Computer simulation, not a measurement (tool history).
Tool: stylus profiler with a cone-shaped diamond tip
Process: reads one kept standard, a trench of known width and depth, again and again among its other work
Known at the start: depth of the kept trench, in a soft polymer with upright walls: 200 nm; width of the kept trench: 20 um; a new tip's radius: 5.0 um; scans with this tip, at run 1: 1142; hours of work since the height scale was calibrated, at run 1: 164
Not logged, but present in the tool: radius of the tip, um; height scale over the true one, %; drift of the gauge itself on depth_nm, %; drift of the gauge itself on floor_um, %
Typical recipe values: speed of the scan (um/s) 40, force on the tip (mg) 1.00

run    day  speed of the scan (um/s)  force on the tip (mg)  scans with this tip  hours of work since the height scale was calibrated  depth of the trench (nm)  width of the trench's floor (nm)
  1  0.000                        40                   1.00                 1142                                                  164                    200.91                             16900
  2  0.592                        40                   1.00                 1186                                                  170                    200.83                             16910
  3  1.050                        40                   1.00                 1220                                                  175                    200.78                             16890
  4  1.658                        40                   1.00                 1266                                                  182                    200.84                             16970
  5  2.296                        40                   1.00                 1313                                                  188                    200.79                             16830
  6  2.588                        40                   1.00                 1335                                                  192                    200.77                             16870
  7  2.875                        11                   1.00                 1356                                                  195                    200.45                             17040
  8  3.238                        40                   1.00                 1383                                                  198                    200.84                             16910
  9  3.546                        40                   0.34                 1406                                                  202                    200.40                             16700
 10  3.950                        23                   0.66                 1436                                                  206                    200.58                             16970
 11  4.267                        20                   0.81                 1459                                                  209                    200.57                             16950
 12  4.838                        64                   2.39                 1502                                                  215                    201.51                             16860
 13  5.333                       149                   2.27                 1539                                                  221                    201.41                             16540
 14  5.671                       149                   2.27                 1564                                                  224                    201.32                             16500

Forecast run 15:
 15  6.383                       121                   1.24                 1617                                                  232                         ?                                 ?

For run 15 the tool returned depth of the trench (nm) 200.86, width of the trench's floor (nm) 16490.
Were there no unlogged condition in the tool, this run, its random variation unchanged, would have produced depth of the trench (nm) 200.99, width of the trench's floor (nm) 16590.
